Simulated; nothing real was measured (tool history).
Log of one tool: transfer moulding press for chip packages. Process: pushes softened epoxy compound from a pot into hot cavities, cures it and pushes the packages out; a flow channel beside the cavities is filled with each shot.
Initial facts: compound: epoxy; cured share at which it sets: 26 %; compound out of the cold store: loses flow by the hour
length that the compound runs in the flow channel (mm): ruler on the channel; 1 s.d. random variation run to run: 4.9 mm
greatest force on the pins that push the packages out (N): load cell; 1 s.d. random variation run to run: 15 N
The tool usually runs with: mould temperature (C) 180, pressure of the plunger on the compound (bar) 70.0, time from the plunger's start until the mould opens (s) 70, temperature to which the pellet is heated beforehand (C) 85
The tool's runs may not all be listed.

run	hour	mould temperature (C)	pressure of the plunger on the compound (bar)	time from the plunger's start until the mould opens (s)	temperature to which the pellet is heated beforehand (C)	incoming compound's hours out of the cold store	length that the compound runs in the flow channel (mm)	greatest force on the pins that push the packages out (N)
1	0.0	180	70.0	70	85	40.4	619	1149
2	18.2	180	70.0	66	85	22.3	697	1506
# hour 40.1: cavities cleaned with cleaning compound and waxed
3	40.5	180	70.0	63	85	26.5	680	1977
4	69.2	180	70.0	70	85	32.6	651	1496
5	101.0	176	70.0	70	85	25.8	691	2054
# hour 116.7: cavities cleaned with cleaning compound and waxed, once more
6	121.2	180	70.0	70	85	36.2	630	785
7	142.4	180	70.0	70	85	24.7	671	1107
8	174.3	180	70.0	70	85	31.8	645	1330
# hour 195.2: cavities cleaned with cleaning compound and waxed
9	201.2	180	72.8	70	85	38.6	625	757
10	235.4	180	72.8	70	85	24.3	696	1213
11	264.8	180	72.8	70	85	47.7	583	1276
# hour 274.0: cavities cleaned with cleaning compound and waxed
12	301.0	180	70.0	70	85	24.4	665	1093
13	322.6	180	70.0	70	85	30.8	632	1221
14	341.4	180	70.0	99	85	31.7	636	833
# hour 352.0: cavities cleaned with cleaning compound and waxed
15	365.1	180	70.0	99	85	34.2	625	602
16	382.6	180	70.0	99	85	8.1	747	733
17	403.8	180	70.0	99	85	47.7	566	797
# hour 430.7: cavities cleaned with cleaning compound and waxed
18	438.9	180	70.0	99	85	47.6	566	539
# hour 448.0: plunger's sealing rings changed
19	464.5	180	70.0	99	85	9.2	776	715
20	485.3	180	70.0	70	87	38.6	627	1213
# hour 512.1: cavities cleaned with cleaning compound and waxed
21	513.6	180	70.0	70	87	32.0	662	768
22	540.9	180	70.0	50	79	42.9	602	2411
23	560.4	179	59.5	92	85	13.6	684	876
24	580.4	179	59.5	92	85	43.1	559	925
# hour 591.7: cavities cleaned with cleaning compound and waxed
25	614.6	178	83.9	69	85	43.4	660	1210
26	637.1	178	83.9	69	85	38.3	690	1469

For run 27, what comes out?
# hour 670.2: cavities cleaned with cleaning compound and waxed
27	670.2	180	73.3	59	86	41.7	?	?

length that the compound runs in the flow channel (mm): 621
greatest force on the pins that push the packages out (N): 1070
With the hidden condition absent and the run-to-run variation left alone, this run would have shown length that the compound runs in the flow channel (mm) 634, greatest force on the pins that push the packages out (N) 992.

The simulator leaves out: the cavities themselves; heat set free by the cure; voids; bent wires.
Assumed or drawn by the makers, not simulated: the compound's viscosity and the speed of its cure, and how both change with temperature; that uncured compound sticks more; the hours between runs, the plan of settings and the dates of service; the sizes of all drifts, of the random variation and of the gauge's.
